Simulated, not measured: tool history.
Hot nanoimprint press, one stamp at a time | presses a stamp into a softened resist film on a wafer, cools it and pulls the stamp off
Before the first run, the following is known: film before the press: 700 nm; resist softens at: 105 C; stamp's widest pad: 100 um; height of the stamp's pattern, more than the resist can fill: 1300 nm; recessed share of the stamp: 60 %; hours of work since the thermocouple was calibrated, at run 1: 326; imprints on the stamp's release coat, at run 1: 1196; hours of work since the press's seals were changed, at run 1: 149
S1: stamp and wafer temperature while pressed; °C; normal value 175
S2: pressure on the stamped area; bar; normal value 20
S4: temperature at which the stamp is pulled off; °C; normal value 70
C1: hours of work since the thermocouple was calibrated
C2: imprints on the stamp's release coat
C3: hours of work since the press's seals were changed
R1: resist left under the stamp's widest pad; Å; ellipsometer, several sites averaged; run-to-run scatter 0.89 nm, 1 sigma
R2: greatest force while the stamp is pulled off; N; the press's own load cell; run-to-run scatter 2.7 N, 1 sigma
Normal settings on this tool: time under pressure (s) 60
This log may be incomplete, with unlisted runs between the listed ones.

run 1 day=0 | S1=175 S2=20 time_under_pressure_(s)=60 S4=70 | C1=326 C2=1196 C3=149 | R1=2570 R2=203
-- day=0.2 plate thermocouple calibrated
run 2 day=0.992 | S1=175 S2=20 time_under_pressure_(s)=79 S4=70 | C1=11 C2=1283 C3=161 | R1=2307 R2=205
run 3 day=1.654 | S1=173 S2=20 time_under_pressure_(s)=79 S4=70 | C1=20 C2=1349 C3=171 | R1=2534 R2=204
run 4 day=2.571 | S1=173 S2=20 time_under_pressure_(s)=79 S4=70 | C1=33 C2=1441 C3=183 | R1=2520 R2=204
run 5 day=3.45 | S1=173 S2=20 time_under_pressure_(s)=79 S4=70 | C1=45 C2=1530 C3=196 | R1=2524 R2=211
run 6 day=4.217 | S1=175 S2=20 time_under_pressure_(s)=60 S4=75 | C1=56 C2=1607 C3=206 | R1=2557 R2=200
run 7 day=4.883 | S1=175 S2=20 time_under_pressure_(s)=60 S4=75 | C1=65 C2=1674 C3=216 | R1=2564 R2=196
-- day=5.462 stamp cleaned and given a new release coat
run 8 day=5.596 | S1=175 S2=20 time_under_pressure_(s)=32 S4=75 | C1=72 C2=13 C3=222 | R1=3217 R2=197
run 9 day=6.212 | S1=175 S2=20 time_under_pressure_(s)=32 S4=75 | C1=81 C2=75 C3=231 | R1=3242 R2=195
run 10 day=6.738 | S1=175 S2=27 time_under_pressure_(s)=60 S4=70 | C1=88 C2=128 C3=238 | R1=2191 R2=200
run 11 day=7.296 | S1=175 S2=27 time_under_pressure_(s)=60 S4=70 | C1=96 C2=184 C3=246 | R1=2189 R2=208
run 12 day=8.192 | S1=175 S2=20.6 time_under_pressure_(s)=60 S4=70 | C1=108 C2=274 C3=258 | R1=2512 R2=206
run 13 day=8.892 | S1=175 S2=20.6 time_under_pressure_(s)=60 S4=70 | C1=118 C2=344 C3=268 | R1=2515 R2=205
run 14 day=9.642 | S1=175 S2=20.6 time_under_pressure_(s)=60 S4=70 | C1=129 C2=420 C3=279 | R1=2532 R2=208
run 15 day=10.133 | S1=175 S2=20 time_under_pressure_(s)=60 S4=70 | C1=135 C2=469 C3=286 | R1=2559 R2=206
run 16 day=10.588 | S1=170 S2=19.8 time_under_pressure_(s)=85 S4=70 | C1=142 C2=515 C3=292 | R1=2842 R2=206
run 17 day=11.271 | S1=170 S2=19.8 time_under_pressure_(s)=85 S4=70 | C1=151 C2=583 C3=301 | R1=2830 R2=199
run 18 day=12.092 | S1=170 S2=19.8 time_under_pressure_(s)=101 S4=72 | C1=163 C2=665 C3=313 | R1=2663 R2=199
run 19 day=12.975 | S1=170 S2=19.8 time_under_pressure_(s)=101 S4=72 | C1=175 C2=754 C3=325 | R1=2649 R2=200
run 20 day=13.458 | S1=170 S2=19.8 time_under_pressure_(s)=101 S4=72 | C1=182 C2=803 C3=332 | R1=2661 R2=201
run 21 day=13.867 | S1=186 S2=28.4 time_under_pressure_(s)=60 S4=66 | C1=188 C2=843 C3=338 | R1=1333 R2=211
run 22 day=14.433 | S1=186 S2=28.4 time_under_pressure_(s)=60 S4=66 | C1=195 C2=900 C3=346 | R1=1332 R2=217
run 23 day=15.35 | S1=186 S2=28.4 time_under_pressure_(s)=60 S4=66 | C1=208 C2=993 C3=359 | R1=1335 R2=209
run 24 day=16.275 | S1=167 S2=20 time_under_pressure_(s)=60 S4=70 | C1=221 C2=1086 C3=371 | R1=3628 R2=203
run 25 day=16.912 | S1=167 S2=20 time_under_pressure_(s)=60 S4=70 | C1=230 C2=1150 C3=380 | R1=3641 R2=200
run 26 day=17.658 | S1=167 S2=20 time_under_pressure_(s)=60 S4=70 | C1=241 C2=1224 C3=391 | R1=3667 R2=204
run 27 day=18.55 | S1=167 S2=20 time_under_pressure_(s)=60 S4=70 | C1=253 C2=1314 C3=403 | R1=3656 R2=211
run 28 day=19.188 | S1=175 S2=14.9 time_under_pressure_(s)=60 S4=70 | C1=262 C2=1378 C3=412 | R1=2988 R2=208
run 29 day=20.112 | S1=175 S2=14.9 time_under_pressure_(s)=106 S4=74 | C1=275 C2=1471 C3=425 | R1=2408 R2=195

Consider 4 possible next runs. They are alternatives, not a sequence: every one starts from the tool as it was left by run 29. What does each give?
run A day=20.588 | S1=175 S2=14.1 time_under_pressure_(s)=49 S4=65 | C1=282 C2=1518 C3=432 | R1=? R2=?
run B day=20.588 | S1=178 S2=14.9 time_under_pressure_(s)=106 S4=75 | C1=282 C2=1518 C3=432 | R1=? R2=?
run C day=20.588 | S1=182 S2=19.3 time_under_pressure_(s)=106 S4=72 | C1=282 C2=1518 C3=432 | R1=? R2=?
run D day=20.588 | S1=175 S2=14.9 time_under_pressure_(s)=106 S4=65 | C1=282 C2=1518 C3=432 | R1=? R2=?

run=A R1=3310 R2=214
run=B R1=2112 R2=197
run=C R1=1534 R2=202
run=D R1=2411 R2=216
Without the tool's hidden state the same runs would have given:
run=A R1=3308 R2=213
run=B R1=2111 R2=196
run=C R1=1533 R2=201
run=D R1=2409 R2=215

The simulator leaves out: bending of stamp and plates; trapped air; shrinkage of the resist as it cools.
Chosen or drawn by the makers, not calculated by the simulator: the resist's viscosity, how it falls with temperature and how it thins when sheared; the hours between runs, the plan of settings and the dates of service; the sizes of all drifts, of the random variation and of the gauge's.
